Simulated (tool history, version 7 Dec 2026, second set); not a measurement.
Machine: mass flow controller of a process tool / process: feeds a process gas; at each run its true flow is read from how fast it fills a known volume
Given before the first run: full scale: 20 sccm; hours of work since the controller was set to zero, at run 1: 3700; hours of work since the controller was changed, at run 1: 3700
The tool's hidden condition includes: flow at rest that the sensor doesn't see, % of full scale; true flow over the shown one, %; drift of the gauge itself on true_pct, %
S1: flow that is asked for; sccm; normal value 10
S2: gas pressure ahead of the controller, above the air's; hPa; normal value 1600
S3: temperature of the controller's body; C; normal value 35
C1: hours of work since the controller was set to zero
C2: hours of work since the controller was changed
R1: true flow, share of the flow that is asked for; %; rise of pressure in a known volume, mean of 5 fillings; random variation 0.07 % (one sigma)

{"run": 1, "hour": 0.0, "S1": 10, "S2": 1600, "S3": 35, "C1": 3700, "C2": 3700, "R1": 97.88}
{"run": 2, "hour": 243.2, "S1": 10, "S2": 1600, "S3": 35, "C1": 3809, "C2": 3809, "R1": 97.74}
{"run": 3, "hour": 432.8, "S1": 10, "S2": 1790, "S3": 35, "C1": 3894, "C2": 3894, "R1": 97.78}
{"run": 4, "hour": 648.6, "S1": 10, "S2": 1790, "S3": 35, "C1": 3992, "C2": 3992, "R1": 97.79}
{"run": 5, "hour": 838.5, "S1": 10, "S2": 1790, "S3": 36, "C1": 4077, "C2": 4077, "R1": 97.61}
{"run": 6, "hour": 1081.8, "S1": 10, "S2": 1600, "S3": 36, "C1": 4187, "C2": 4187, "R1": 97.67}
{"run": 7, "hour": 1214.3, "S1": 10, "S2": 1600, "S3": 36, "C1": 4246, "C2": 4246, "R1": 97.65}
{"run": 8, "hour": 1381.4, "S1": 10, "S2": 1600, "S3": 35, "C1": 4322, "C2": 4322, "R1": 97.69}
{"run": 9, "hour": 1507.5, "S1": 10, "S2": 1600, "S3": 35, "C1": 4378, "C2": 4378, "R1": 97.82}
{"run": 10, "hour": 1685.6, "S1": 10, "S2": 2730, "S3": 35, "C1": 4459, "C2": 4459, "R1": 97.5}
{"run": 11, "hour": 1824.4, "S1": 10, "S2": 2730, "S3": 35, "C1": 4521, "C2": 4521, "R1": 97.51}
{"run": 12, "hour": 1966.9, "S1": 10, "S2": 2730, "S3": 35, "C1": 4585, "C2": 4585, "R1": 97.51}
{"run": 13, "hour": 2167.4, "S1": 10, "S2": 2730, "S3": 35, "C1": 4676, "C2": 4676, "R1": 97.49}
{"run": 14, "hour": 2315.8, "S1": 2, "S2": 1600, "S3": 35, "C1": 4742, "C2": 4742, "R1": 103.85}
{"run": 15, "hour": 2476.2, "S1": 2, "S2": 1600, "S3": 35, "C1": 4815, "C2": 4815, "R1": 104.18}
{"run": 16, "hour": 2747.1, "S1": 2, "S2": 1600, "S3": 35, "C1": 4937, "C2": 4937, "R1": 104.25}
{"run": 17, "hour": 2863.0, "S1": 10, "S2": 1600, "S3": 35, "C1": 4989, "C2": 4989, "R1": 97.81}
{"run": 18, "hour": 3117.9, "S1": 10, "S2": 1600, "S3": 33, "C1": 5104, "C2": 5104, "R1": 98.1}
{"run": 19, "hour": 3384.0, "S1": 10, "S2": 1600, "S3": 33, "C1": 5223, "C2": 5223, "R1": 97.94}
{"run": 20, "hour": 3546.5, "S1": 10, "S2": 1600, "S3": 35, "C1": 5297, "C2": 5297, "R1": 97.71}
{"run": 21, "hour": 3769.2, "S1": 10, "S2": 1600, "S3": 35, "C1": 5397, "C2": 5397, "R1": 97.55}
{"run": 22, "hour": 3879.5, "S1": 11, "S2": 2050, "S3": 35, "C1": 5447, "C2": 5447, "R1": 97.47}
{"run": 23, "hour": 4126.3, "S1": 10, "S2": 1600, "S3": 27, "C1": 5558, "C2": 5558, "R1": 98.78}
{"run": 24, "hour": 4360.3, "S1": 5, "S2": 2420, "S3": 26, "C1": 5663, "C2": 5663, "R1": 100.08}
{"run": 25, "hour": 4532.2, "S1": 10, "S2": 2130, "S3": 35, "C1": 5741, "C2": 5741, "R1": 97.57}
{"run": 26, "hour": 4738.5, "S1": 10, "S2": 1410, "S3": 37, "C1": 5833, "C2": 5833, "R1": 97.58}
{"run": 27, "hour": 4862.5, "S1": 10, "S2": 1410, "S3": 37, "C1": 5889, "C2": 5889, "R1": 97.39}
{"run": 28, "hour": 5017.3, "S1": 6, "S2": 2240, "S3": 31, "C1": 5959, "C2": 5959, "R1": 99.08}
{"run": 29, "hour": 5262.3, "S1": 10, "S2": 2310, "S3": 35, "C1": 6069, "C2": 6069, "R1": 97.48}
{"run": 30, "hour": 5481.0, "S1": 10, "S2": 2310, "S3": 35, "C1": 6168, "C2": 6168, "R1": 97.63}
{"run": 31, "hour": 5689.6, "S1": 10, "S2": 2310, "S3": 35, "C1": 6262, "C2": 6262, "R1": 97.49}
{"run": 32, "hour": 5836.0, "S1": 3, "S2": 1600, "S3": 35, "C1": 6328, "C2": 6328, "R1": 102.29}
{"run": 33, "hour": 6068.3, "S1": 3, "S2": 1600, "S3": 35, "C1": 6432, "C2": 6432, "R1": 102.55}
{"hour": 6207.8, "done": "controller exchanged for a calibrated one"}
{"run": 34, "hour": 6305.2, "S1": 8, "S2": 1490, "S3": 27, "C1": 44, "C2": 44, "R1": 98.97}
{"run": 35, "hour": 6547.1, "S1": 6, "S2": 2460, "S3": 33, "C1": 153, "C2": 153, "R1": 97.78}
{"run": 36, "hour": 6662.8, "S1": 6, "S2": 2460, "S3": 33, "C1": 205, "C2": 205, "R1": 97.79}
{"run": 37, "hour": 6817.3, "S1": 6, "S2": 2270, "S3": 31, "C1": 275, "C2": 275, "R1": 98.05}
{"run": 38, "hour": 7035.4, "S1": 3, "S2": 1600, "S3": 35, "C1": 373, "C2": 373, "R1": 97.64}
{"run": 39, "hour": 7268.4, "S1": 3, "S2": 1600, "S3": 35, "C1": 478, "C2": 478, "R1": 97.77}

Measured minus without-hidden-state, run by run (identical run-to-run variation in each term; gauge scatter may differ):
run=1 R1=-0.14
run=2 R1=-0.14
run=3 R1=-0.15
run=4 R1=-0.16
run=5 R1=-0.16
run=6 R1=-0.17
run=7 R1=-0.18
run=8 R1=-0.18
run=9 R1=-0.18
run=10 R1=-0.19
run=11 R1=-0.19
run=12 R1=-0.2
run=13 R1=-0.21
run=14 R1=+6.75
run=15 R1=+6.85
run=16 R1=+6.99
run=17 R1=-0.22
run=18 R1=-0.23
run=19 R1=-0.24
run=20 R1=-0.25
run=21 R1=-0.25
run=22 R1=-0.44
run=23 R1=-0.26
run=24 R1=+1.78
run=25 R1=-0.27
run=26 R1=-0.27
run=27 R1=-0.28
run=28 R1=+1.15
run=29 R1=-0.29
run=30 R1=-0.3
run=31 R1=-0.3
run=32 R1=+5.01
run=33 R1=+5.09
run=34 R1=+0.14
run=35 R1=+0.16
run=36 R1=+0.18
run=37 R1=+0.18
run=38 R1=+0.41
run=39 R1=+0.48

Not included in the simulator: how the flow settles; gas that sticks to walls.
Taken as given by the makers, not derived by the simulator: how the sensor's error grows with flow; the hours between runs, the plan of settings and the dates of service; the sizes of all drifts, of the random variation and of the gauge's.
